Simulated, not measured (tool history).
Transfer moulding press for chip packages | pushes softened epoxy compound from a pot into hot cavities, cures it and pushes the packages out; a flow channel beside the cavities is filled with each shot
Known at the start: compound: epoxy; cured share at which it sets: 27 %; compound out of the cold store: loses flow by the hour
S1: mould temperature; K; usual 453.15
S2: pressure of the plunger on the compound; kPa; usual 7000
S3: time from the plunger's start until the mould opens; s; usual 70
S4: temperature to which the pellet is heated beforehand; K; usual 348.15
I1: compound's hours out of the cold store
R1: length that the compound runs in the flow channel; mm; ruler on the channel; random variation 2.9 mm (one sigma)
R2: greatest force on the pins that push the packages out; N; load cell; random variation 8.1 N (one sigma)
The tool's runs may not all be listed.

run	hour	S1	S2	S3	S4	I1	R1	R2
1	0	453.15	7000	70	348.15	15.6	737	365
# hour 6: cavities cleaned with cleaning compound and waxed
2	13.5	453.15	7260	70	348.15	19.5	731	359
3	27.7	453.15	5720	70	348.15	8.8	684	367
4	38	450.15	7000	70	348.15	32.6	669	424
5	45.5	453.15	7000	81	348.15	12.6	746	317
# hour 47.9: cavities cleaned with cleaning compound and waxed
6	54.9	453.15	7000	81	348.15	40.7	638	312
7	64.4	453.15	7000	81	348.15	36.6	656	323
8	74.5	453.15	7000	81	348.15	8.1	761	317
# hour 89.3: cavities cleaned with cleaning compound and waxed
9	89.8	453.15	7000	81	348.15	29.7	676	321
# hour 104.7: plunger's sealing rings changed
10	109.3	453.15	7000	69	348.15	12	746	374
11	116.8	453.15	7000	69	348.15	40.1	639	358
12	129.9	453.15	7000	70	348.15	35.4	659	355
# hour 133.3: cavities cleaned with cleaning compound and waxed
13	142.1	459.15	7000	70	345.15	32.6	656	306
14	153.8	448.15	8790	61	354.15	8.9	865	731
15	163.8	457.15	8000	70	348.15	42.9	662	321
# hour 175.4: cavities cleaned with cleaning compound and waxed
16	179.8	453.15	6230	59	345.15	16.4	688	520
17	195.9	453.15	6530	52	346.15	37.7	625	634
18	206.2	453.15	6530	52	346.15	45.9	598	612
# hour 217.4: cavities cleaned with cleaning compound and waxed
19	221.5	455.15	5300	60	348.15	10.9	645	435
20	235.3	455.15	5300	54	345.15	22.9	605	534
21	247.4	455.15	7170	54	345.15	46	621	488

The next listed run, before its measurement:
# hour 260.1: cavities cleaned with cleaning compound and waxed
22	264.8	458.15	7000	61	348.15	26	?	?

{"run 22": {"R1": 677, "R2": 345}}
Without the tool's hidden state the same run would have given R1 678 mm, R2 344 N.
